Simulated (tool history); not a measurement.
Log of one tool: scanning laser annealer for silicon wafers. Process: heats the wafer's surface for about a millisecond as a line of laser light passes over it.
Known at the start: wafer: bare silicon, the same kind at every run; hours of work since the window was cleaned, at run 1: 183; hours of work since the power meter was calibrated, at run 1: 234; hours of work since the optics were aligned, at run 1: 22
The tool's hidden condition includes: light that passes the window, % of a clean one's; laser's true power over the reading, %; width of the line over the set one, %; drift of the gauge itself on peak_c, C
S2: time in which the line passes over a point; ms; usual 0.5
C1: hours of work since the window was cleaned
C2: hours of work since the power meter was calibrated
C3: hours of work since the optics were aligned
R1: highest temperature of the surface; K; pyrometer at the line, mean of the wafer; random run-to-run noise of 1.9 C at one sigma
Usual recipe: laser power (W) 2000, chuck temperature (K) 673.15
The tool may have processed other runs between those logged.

Run 1, hour 0: usual settings; C1 183; C2 234; C3 22. Result: R1 1455.15 K.
Run 2, hour 5.2: usual settings; C1 186; C2 237; C3 24. Result: R1 1457.15 K.
Run 3, hour 16.4: usual settings; C1 191; C2 242; C3 30. Result: R1 1460.15 K.
Run 4, hour 21.5: usual settings; C1 194; C2 244; C3 32. Result: R1 1455.15 K.
Run 5, hour 30.3: usual settings; C1 198; C2 249; C3 36. Result: R1 1455.15 K.
Run 6, hour 37.3: usual settings; C1 201; C2 252; C3 39. Result: R1 1454.15 K.
Run 7, hour 42.7: usual settings but chuck temperature (K) 679.15; C1 204; C2 255; C3 42. Result: R1 1458.15 K.
At hour 48.7: optics aligned, line set to its width.
Run 8, hour 58.7: usual settings but laser power (W) 2005, S2 0.518 ms, chuck temperature (K) 650.15; C1 209; C2 260; C3 5. Result: R1 1451.15 K.
Run 9, hour 63.7: usual settings but laser power (W) 2005, S2 0.518 ms, chuck temperature (K) 650.15; C1 211; C2 262; C3 7. Result: R1 1445.15 K.
Run 10, hour 72.5: usual settings but laser power (W) 1835, S2 0.539 ms, chuck temperature (K) 650.15; C1 216; C2 266; C3 11. Result: R1 1375.15 K.
Run 11, hour 78.9: usual settings but laser power (W) 1827, chuck temperature (K) 706.15; C1 219; C2 269; C3 14. Result: R1 1398.15 K.
Run 12, hour 86.7: usual settings but laser power (W) 2072, S2 0.54 ms, chuck temperature (K) 680.15; C1 222; C2 273; C3 18. Result: R1 1534.15 K.
Run 13, hour 93.1: usual settings but laser power (W) 1739, S2 0.455 ms, chuck temperature (K) 646.15; C1 225; C2 276; C3 21. Result: R1 1256.15 K.
Run 14, hour 103.4: usual settings but laser power (W) 1739, S2 0.575 ms, chuck temperature (K) 654.15; C1 230; C2 281; C3 26. Result: R1 1350.15 K.

Across each entry between runs, compare the hidden state at the last listed run before it with the hidden state at the first listed run after it:
Run 7 -> run 8: optics aligned, line set to its width (hour 48.7)
  light that passes the window, % of a clean one's: 97.33 -> 97.26; width of the line over the set one, %: 0.12 -> 0.15
  measured result minus the result with no hidden state, R1: -31 -> -33 K

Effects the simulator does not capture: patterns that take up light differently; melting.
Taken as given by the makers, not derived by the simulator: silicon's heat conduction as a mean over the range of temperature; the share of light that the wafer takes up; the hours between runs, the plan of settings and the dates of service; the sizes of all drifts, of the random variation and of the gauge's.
